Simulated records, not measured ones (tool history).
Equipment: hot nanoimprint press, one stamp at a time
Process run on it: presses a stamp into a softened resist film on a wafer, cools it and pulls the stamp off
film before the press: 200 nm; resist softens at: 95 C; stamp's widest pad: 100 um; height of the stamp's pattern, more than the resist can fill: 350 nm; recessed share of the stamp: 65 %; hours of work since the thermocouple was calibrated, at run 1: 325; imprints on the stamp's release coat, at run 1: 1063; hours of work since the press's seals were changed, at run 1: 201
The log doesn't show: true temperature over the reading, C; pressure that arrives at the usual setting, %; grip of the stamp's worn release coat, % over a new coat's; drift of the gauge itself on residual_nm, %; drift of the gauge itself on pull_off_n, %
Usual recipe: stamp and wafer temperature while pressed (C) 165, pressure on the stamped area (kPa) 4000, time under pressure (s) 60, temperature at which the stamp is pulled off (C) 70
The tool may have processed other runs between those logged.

| run | hour | stamp and wafer temperature while pressed (C) | pressure on the stamped area (kPa) | time under pressure (s) | temperature at which the stamp is pulled off (C) | hours of work since the thermocouple was calibrated | imprints on the stamp's release coat | hours of work since the press's seals were changed | resist left under the stamp's widest pad (nm) | greatest force while the stamp is pulled off (N) |
|---|---|---|---|---|---|---|---|---|---|---|
| 1 | 0.0 | 165 | 4000 | 60 | 70 | 325 | 1063 | 201 | 81.8 | 284 |
| 2 | 15.9 | 165 | 4000 | 60 | 70 | 335 | 1096 | 211 | 81.9 | 277 |
|  | 20.2 | plate thermocouple calibrated |
| 3 | 31.3 | 165 | 4000 | 60 | 70 | 7 | 1121 | 219 | 85.8 | 296 |
|  | 47.9 | stamp cleaned and given a new release coat |
| 4 | 58.8 | 165 | 4000 | 60 | 76 | 20 | 22 | 232 | 85.5 | 191 |
| 5 | 82.9 | 165 | 4000 | 60 | 76 | 36 | 72 | 248 | 85.4 | 199 |
| 6 | 96.1 | 165 | 4000 | 60 | 76 | 44 | 99 | 256 | 85.5 | 193 |
| 7 | 114.8 | 165 | 4000 | 60 | 76 | 56 | 137 | 268 | 85.5 | 192 |
| 8 | 137.7 | 165 | 4000 | 60 | 70 | 70 | 184 | 282 | 85.4 | 239 |
| 9 | 159.2 | 165 | 4000 | 60 | 70 | 84 | 228 | 296 | 84.9 | 238 |
| 10 | 169.7 | 165 | 4000 | 55 | 70 | 90 | 250 | 302 | 87.9 | 242 |
| 11 | 181.1 | 164 | 5340 | 60 | 70 | 97 | 273 | 309 | 78.0 | 243 |
| 12 | 199.2 | 164 | 5340 | 60 | 70 | 109 | 310 | 321 | 77.7 | 241 |
| 13 | 222.4 | 164 | 5340 | 60 | 70 | 123 | 358 | 335 | 77.8 | 249 |
| 14 | 234.9 | 175 | 4000 | 60 | 74 | 131 | 384 | 343 | 54.3 | 224 |
| 15 | 256.2 | 170 | 4380 | 60 | 72 | 144 | 428 | 356 | 64.8 | 234 |
| 16 | 269.4 | 170 | 4380 | 60 | 72 | 153 | 455 | 365 | 64.8 | 233 |
| 17 | 285.1 | 169 | 4000 | 59 | 67 | 163 | 487 | 375 | 71.1 | 276 |
| 18 | 296.7 | 169 | 4000 | 37 | 57 | 170 | 511 | 382 | 85.7 | 341 |
| 19 | 315.5 | 165 | 4990 | 60 | 70 | 182 | 549 | 394 | 76.3 | 255 |
| 20 | 330.5 | 157 | 4990 | 116 | 62 | 191 | 580 | 403 | 86.4 | 324 |

Each row is a separate what-if for the run after 20, all from the same tool condition, not one after another. Results?
| A | 351.0 | 173 | 4000 | 48 | 70 | 204 | 622 | 416 | ? | ? |
| B | 351.0 | 169 | 4000 | 74 | 66 | 204 | 622 | 416 | ? | ? |
| C | 351.0 | 162 | 4000 | 115 | 70 | 204 | 622 | 416 | ? | ? |
| D | 351.0 | 158 | 4000 | 47 | 70 | 204 | 622 | 416 | ? | ? |
| E | 351.0 | 157 | 4990 | 46 | 62 | 204 | 622 | 416 | ? | ? |

| run | resist left under the stamp's widest pad (nm) | greatest force while the stamp is pulled off (N) |
|---|---|---|
| A | 64.8 | 254 |
| B | 64.7 | 295 |
| C | 74.7 | 261 |
| D | 122.7 | 259 |
| E | 119.4 | 320 |
With no hidden state in the tool, these same runs would have given:
| run | resist left under the stamp's widest pad (nm) | greatest force while the stamp is pulled off (N) |
|---|---|---|
| A | 65.2 | 222 |
| B | 65.2 | 258 |
| C | 75.5 | 229 |
| D | 123.9 | 227 |
| E | 120.3 | 280 |
